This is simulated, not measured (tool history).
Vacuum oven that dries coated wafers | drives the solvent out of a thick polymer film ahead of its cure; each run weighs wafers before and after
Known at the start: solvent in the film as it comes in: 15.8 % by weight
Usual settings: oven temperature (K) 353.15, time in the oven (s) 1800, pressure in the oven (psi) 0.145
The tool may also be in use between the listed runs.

Run 1, hour 0.0: usual settings. Result: solvent left in the film (%) 3.21.
Run 2, hour 39.2: usual settings. Result: solvent left in the film (%) 3.26.
Run 3, hour 81.5: usual settings. Result: solvent left in the film (%) 3.23.
Run 4, hour 144.5: usual settings but pressure in the oven (psi) 0.576. Result: solvent left in the film (%) 4.97.
Run 5, hour 188.6: usual settings but oven temperature (K) 366.15, pressure in the oven (psi) 0.576. Result: solvent left in the film (%) 2.04.
Run 6, hour 229.9: usual settings. Result: solvent left in the film (%) 3.33.
Run 7, hour 287.4: usual settings. Result: solvent left in the film (%) 3.28.
Run 8, hour 350.1: usual settings. Result: solvent left in the film (%) 3.34.
Run 9, hour 393.2: usual settings. Result: solvent left in the film (%) 3.44.
Run 10, hour 430.4: usual settings. Result: solvent left in the film (%) 3.39.
Run 11, hour 480.9: usual settings. Result: solvent left in the film (%) 3.42.
Run 12, hour 541.3: usual settings but pressure in the oven (psi) 0.255. Result: solvent left in the film (%) 3.88.

Forecast run 13:
Run 13, hour 573.6: usual settings but oven temperature (K) 345.15, time in the oven (s) 2520, pressure in the oven (psi) 0.329. Result: solvent left in the film (%) ?.

solvent left in the film (%): 5.86
Without the tool's hidden state the same run would have given solvent left in the film (%) 5.64.
